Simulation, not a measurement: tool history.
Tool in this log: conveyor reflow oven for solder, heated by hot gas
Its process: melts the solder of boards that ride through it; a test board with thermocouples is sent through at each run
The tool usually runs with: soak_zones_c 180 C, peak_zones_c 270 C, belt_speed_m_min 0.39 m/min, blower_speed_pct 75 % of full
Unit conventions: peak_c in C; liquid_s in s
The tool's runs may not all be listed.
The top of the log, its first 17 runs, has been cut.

run	hour	soak_zones_c	peak_zones_c	belt_speed_m_min	blower_speed_pct	hours of work since the flux was cleaned out	hours of work since the belt drive was overhauled	hours of work since the thermocouples were changed	peak_c	liquid_s
# hour 266.2: thermocouples of zones 6 and 7 changed
18	274.8	176	270	0.39	77	80	802	6	258.5	90.2
# hour 283.6: flux residue cleaned out of gas plates and filters, once more
19	298.7	176	270	0.39	77	10	815	19	260	92
20	319.2	168	275	0.39	84	25	829	33	264.3	92.1
21	336.2	176	262	0.355	72	36	841	45	253.7	97
22	358.5	176	262	0.355	72	52	856	60	253.7	96.5
23	380.5	181	270	0.39	68	67	872	76	259	94
24	402.6	190	275	0.314	59	82	887	91	268.5	131.6
25	422.4	190	277	0.393	59	96	901	105	265.3	102.1
26	438.9	190	277	0.393	59	108	912	116	265.4	101.2
27	450.6	190	277	0.393	59	116	920	124	265.1	101.9
28	462.5	180	268	0.39	75	124	928	133	257.9	92.4
29	484.2	180	268	0.39	75	139	944	148	257.7	92.5
30	495.4	180	259	0.321	57	147	951	155	251.6	108
31	511.9	180	270	0.428	58	158	963	167	254.7	79.8
32	526.2	190	270	0.39	53	168	973	177	258	97.5

Each row is a separate what-if for the run after 32, all from the same tool condition, not one after another. Results?
A	546.1	169	270	0.43	75	182	986	190	?	?
B	546.1	179	271	0.39	66	182	986	190	?	?
C	546.1	180	270	0.39	66	182	986	190	?	?

run	peak_c	liquid_s
A	255.2	76.1
B	259.2	92.8
C	258.4	92.6
The same runs, with their run-to-run variation unchanged, on a tool lacking any hidden condition would have given:
run	peak_c	liquid_s
A	255.5	74.9
B	259.3	90.8
C	258.5	90.7
